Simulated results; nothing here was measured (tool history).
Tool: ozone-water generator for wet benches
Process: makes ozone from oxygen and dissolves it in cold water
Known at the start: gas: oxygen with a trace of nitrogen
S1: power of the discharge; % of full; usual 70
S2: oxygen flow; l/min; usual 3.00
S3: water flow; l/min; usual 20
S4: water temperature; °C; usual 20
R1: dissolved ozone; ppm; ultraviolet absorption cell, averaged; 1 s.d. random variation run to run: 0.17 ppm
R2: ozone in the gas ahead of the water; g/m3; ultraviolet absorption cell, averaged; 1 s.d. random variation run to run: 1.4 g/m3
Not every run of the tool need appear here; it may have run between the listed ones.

{"run": 1, "hour": 0.0, "S1": 70, "S2": 3.0, "S3": 20, "S4": 20, "R1": 21.1, "R2": 264.1}
{"run": 2, "hour": 46.0, "S1": 70, "S2": 3.0, "S3": 20, "S4": 20, "R1": 21.4, "R2": 262.9}
{"run": 3, "hour": 90.1, "S1": 70, "S2": 3.0, "S3": 20, "S4": 20, "R1": 21.3, "R2": 261.3}
{"run": 4, "hour": 120.4, "S1": 70, "S2": 3.0, "S3": 20, "S4": 20, "R1": 21.1, "R2": 264.0}
{"run": 5, "hour": 145.0, "S1": 70, "S2": 3.0, "S3": 20, "S4": 20, "R1": 21.2, "R2": 262.2}
{"run": 6, "hour": 169.7, "S1": 70, "S2": 3.0, "S3": 20, "S4": 20, "R1": 21.2, "R2": 262.8}
{"run": 7, "hour": 194.8, "S1": 70, "S2": 3.0, "S3": 31, "S4": 20, "R1": 14.3, "R2": 260.0}
{"run": 8, "hour": 220.8, "S1": 43, "S2": 3.0, "S3": 31, "S4": 20, "R1": 10.9, "R2": 194.1}
{"run": 9, "hour": 263.4, "S1": 70, "S2": 3.0, "S3": 21, "S4": 20, "R1": 20.2, "R2": 261.9}
{"run": 10, "hour": 306.1, "S1": 70, "S2": 3.0, "S3": 21, "S4": 20, "R1": 20.1, "R2": 262.0}
{"run": 11, "hour": 340.2, "S1": 70, "S2": 3.0, "S3": 21, "S4": 20, "R1": 20.4, "R2": 261.7}
{"run": 12, "hour": 383.5, "S1": 70, "S2": 3.0, "S3": 20, "S4": 26, "R1": 19.7, "R2": 261.1}
{"run": 13, "hour": 425.9, "S1": 70, "S2": 4.26, "S3": 20, "S4": 20, "R1": 20.7, "R2": 209.7}
{"run": 14, "hour": 475.7, "S1": 70, "S2": 4.26, "S3": 20, "S4": 20, "R1": 20.7, "R2": 209.1}
{"run": 15, "hour": 521.2, "S1": 66, "S2": 1.68, "S3": 21, "S4": 13, "R1": 18.7, "R2": 361.4}
{"hour": 528.4, "done": "contactor cleaned"}
{"run": 16, "hour": 566.4, "S1": 88, "S2": 3.0, "S3": 30, "S4": 20, "R1": 16.3, "R2": 296.8}
{"run": 17, "hour": 590.6, "S1": 70, "S2": 3.55, "S3": 20, "S4": 20, "R1": 20.6, "R2": 232.5}
{"run": 18, "hour": 638.7, "S1": 70, "S2": 3.55, "S3": 20, "S4": 20, "R1": 20.7, "R2": 232.1}
{"run": 19, "hour": 668.4, "S1": 72, "S2": 3.08, "S3": 20, "S4": 25, "R1": 19.8, "R2": 257.5}
{"run": 20, "hour": 690.4, "S1": 70, "S2": 3.15, "S3": 16, "S4": 20, "R1": 24.3, "R2": 251.6}
{"run": 21, "hour": 715.2, "S1": 70, "S2": 3.15, "S3": 16, "S4": 20, "R1": 24.7, "R2": 249.9}
{"run": 22, "hour": 757.6, "S1": 70, "S2": 3.0, "S3": 20, "S4": 21, "R1": 20.3, "R2": 258.0}
{"run": 23, "hour": 782.1, "S1": 48, "S2": 3.0, "S3": 13, "S4": 20, "R1": 22.9, "R2": 205.4}
{"hour": 816.5, "done": "contactor cleaned, once more"}
{"run": 24, "hour": 837.2, "S1": 48, "S2": 3.0, "S3": 13, "S4": 20, "R1": 22.9, "R2": 205.2}
{"run": 25, "hour": 862.3, "S1": 48, "S2": 3.0, "S3": 13, "S4": 20, "R1": 23.2, "R2": 204.3}
{"run": 26, "hour": 894.4, "S1": 48, "S2": 3.0, "S3": 13, "S4": 20, "R1": 23.3, "R2": 206.8}
{"run": 27, "hour": 930.1, "S1": 70, "S2": 2.25, "S3": 13, "S4": 20, "R1": 29.1, "R2": 310.4}

Some steps in R1 between neighbouring runs. How much of each would the tool show without its hidden state too (settings, what came in, random variation), and how much is left for the hidden state, with any gauge scatter that isn't in both results?
Hidden state at play: yield of the discharge, % of new electrodes'; contactor's efficiency, % of a clean one's; true water temperature over the reading, C; drift of the gauge itself on ozone_ppm, %; drift of the gauge itself on gas_g_m3, %.
Run 6 -> 7: S3 20 -> 31. R1 -6.9 ppm: hidden state +0.2, all else -7.1.
Run 8 -> 9: S1 43 -> 70, S3 31 -> 21. R1 +9.3 ppm: hidden state -0.6, all else +9.9.
Run 26 -> 27: S1 48 -> 70, S2 3.00 -> 2.25. R1 +5.8 ppm: hidden state -0.7, all else +6.5.
